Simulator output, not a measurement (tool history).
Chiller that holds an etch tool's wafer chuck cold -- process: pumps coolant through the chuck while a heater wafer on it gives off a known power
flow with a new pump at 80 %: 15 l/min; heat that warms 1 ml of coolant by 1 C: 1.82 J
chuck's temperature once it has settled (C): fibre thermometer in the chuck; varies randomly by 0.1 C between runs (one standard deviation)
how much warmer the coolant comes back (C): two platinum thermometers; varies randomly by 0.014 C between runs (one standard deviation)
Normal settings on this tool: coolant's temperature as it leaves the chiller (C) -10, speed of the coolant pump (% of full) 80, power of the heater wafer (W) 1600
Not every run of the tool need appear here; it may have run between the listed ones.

run   hour  coolant's temperature as it leaves the chiller (C)  speed of the coolant pump (% of full)  power of the heater wafer (W)  chuck's temperature once it has settled (C)  how much warmer the coolant comes back (C)
  1      0                                                 -10                                     80                           1600                                          1.8                                        3.57
  2   45.5                                                 -10                                     80                           1600                                          1.7                                        3.61
  3     83                                                 -10                                     80                           1600                                          1.6                                        3.57
  4  129.2                                                  -5                                     80                           1600                                          6.7                                        3.58
  5  168.2                                                  -5                                     80                           1600                                          6.8                                         3.6
  6  189.3                                                  -5                                     80                           1600                                          6.8                                        3.59
  7  209.8                                                  -5                                     80                           1600                                            7                                        3.58
  8  231.9                                                  -5                                     80                           1600                                          6.9                                         3.6
  9  255.6                                                  -5                                     80                           1600                                          6.8                                        3.57
     284.7  -- chiller's thermometer calibrated
 10  295.1                                                  -5                                     80                           1600                                          6.4                                        3.57
 11  336.1                                                  -5                                     80                           1600                                          6.2                                         3.6
 12  357.5                                                 -10                                     69                           1600                                          3.2                                        4.24
 13    395                                                 -10                                     85                           1600                                          0.7                                        3.36
 14    439                                                 -10                                     80                            895                                         -3.6                                           2
 15  474.5                                                 -10                                     80                            895                                         -3.3                                        2.03
 16  501.4                                                 -10                                     80                           1600                                          1.6                                         3.6
 17  528.1                                                 -12                                     80                           1600                                         -0.4                                         3.6
 18  558.4                                                  -3                                     80                           1268                                          6.1                                        2.84
 19  594.8                                                 -12                                     73                           1268                                         -1.9                                        3.17
 20  641.1                                                 -12                                     73                           1268                                         -1.9                                        3.17

What will run 21 give?
 21   664                                                 -15                                     70                           2306                                            ?                                           ?

{"run 21": {"chuck's temperature once it has settled (C)": 4.2, "how much warmer the coolant comes back (C)": 6.03}}
Were there no unlogged condition in the tool, this run, its random variation unchanged, would have produced chuck's temperature once it has settled (C) 2.1, how much warmer the coolant comes back (C) 5.88.
